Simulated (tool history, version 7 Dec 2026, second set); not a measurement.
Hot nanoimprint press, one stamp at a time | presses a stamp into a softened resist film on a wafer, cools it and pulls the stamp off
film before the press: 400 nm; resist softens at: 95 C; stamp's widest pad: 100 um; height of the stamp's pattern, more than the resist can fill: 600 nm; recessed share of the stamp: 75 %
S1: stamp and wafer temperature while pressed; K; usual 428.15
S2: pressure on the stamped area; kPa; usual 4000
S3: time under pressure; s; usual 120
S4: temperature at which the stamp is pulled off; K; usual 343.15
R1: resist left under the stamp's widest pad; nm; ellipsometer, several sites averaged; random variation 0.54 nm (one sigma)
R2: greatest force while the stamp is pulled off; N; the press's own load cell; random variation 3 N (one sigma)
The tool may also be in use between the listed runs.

run 1 day=0 | S1=428.15 S2=4000 S3=120 S4=343.15 | R1=187 R2=138
run 2 day=0.171 | S1=428.15 S2=4000 S3=120 S4=343.15 | R1=187.6 R2=141
run 3 day=0.433 | S1=428.15 S2=4000 S3=211 S4=343.15 | R1=150.7 R2=142
run 4 day=0.717 | S1=428.15 S2=4000 S3=211 S4=343.15 | R1=151.7 R2=141
run 5 day=1.046 | S1=417.15 S2=4000 S3=120 S4=343.15 | R1=316.6 R2=142
run 6 day=1.308 | S1=417.15 S2=4000 S3=120 S4=343.15 | R1=317 R2=145
run 7 day=1.546 | S1=417.15 S2=4000 S3=120 S4=343.15 | R1=317.1 R2=141
run 8 day=1.854 | S1=428.15 S2=4000 S3=120 S4=343.15 | R1=190 R2=141
run 9 day=2.1 | S1=428.15 S2=4000 S3=120 S4=343.15 | R1=189.6 R2=142
run 10 day=2.321 | S1=428.15 S2=4000 S3=120 S4=343.15 | R1=189.8 R2=146
run 11 day=2.588 | S1=428.15 S2=4000 S3=120 S4=343.15 | R1=192.3 R2=138
run 12 day=2.833 | S1=428.15 S2=4000 S3=120 S4=343.15 | R1=190.9 R2=145
run 13 day=3.104 | S1=423.15 S2=2620 S3=120 S4=328.15 | R1=285.5 R2=177
run 14 day=3.454 | S1=428.15 S2=2620 S3=152 S4=328.15 | R1=211.6 R2=176
run 15 day=3.667 | S1=421.15 S2=3380 S3=192 S4=339.15 | R1=254.7 R2=154
run 16 day=3.871 | S1=422.15 S2=4000 S3=158 S4=343.15 | R1=242.3 R2=139
-- day=3.904 gauge calibrated
run 17 day=4.217 | S1=428.15 S2=3960 S3=188 S4=328.15 | R1=159.1 R2=182
run 18 day=4.438 | S1=440.15 S2=4330 S3=118 S4=345.15 | R1=91.4 R2=132
run 19 day=4.742 | S1=428.15 S2=3190 S3=73 S4=342.15 | R1=243 R2=143
run 20 day=5.133 | S1=428.15 S2=3190 S3=73 S4=342.15 | R1=245.1 R2=141
run 21 day=5.362 | S1=428.15 S2=3190 S3=123 S4=333.15 | R1=206.8 R2=175
run 22 day=5.592 | S1=428.15 S2=4000 S3=64 S4=343.15 | R1=236.2 R2=141
run 23 day=5.938 | S1=428.15 S2=4000 S3=64 S4=343.15 | R1=236.2 R2=145
run 24 day=6.192 | S1=428.15 S2=4000 S3=64 S4=343.15 | R1=237.6 R2=140

Forecast each of these 3 alternatives for the next run:
run A day=6.508 | S1=428.15 S2=4650 S3=64 S4=343.15 | R1=? R2=?
run B day=6.508 | S1=424.15 S2=2840 S3=120 S4=347.15 | R1=? R2=?
run C day=6.508 | S1=428.15 S2=5280 S3=120 S4=343.15 | R1=? R2=?

run=A R1=223.6 R2=138
run=B R1=265.8 R2=130
run=C R1=168.3 R2=139
Without the tool's hidden state the same runs would have given:
run=A R1=219.9 R2=137
run=B R1=261.4 R2=129
run=C R1=165.5 R2=138

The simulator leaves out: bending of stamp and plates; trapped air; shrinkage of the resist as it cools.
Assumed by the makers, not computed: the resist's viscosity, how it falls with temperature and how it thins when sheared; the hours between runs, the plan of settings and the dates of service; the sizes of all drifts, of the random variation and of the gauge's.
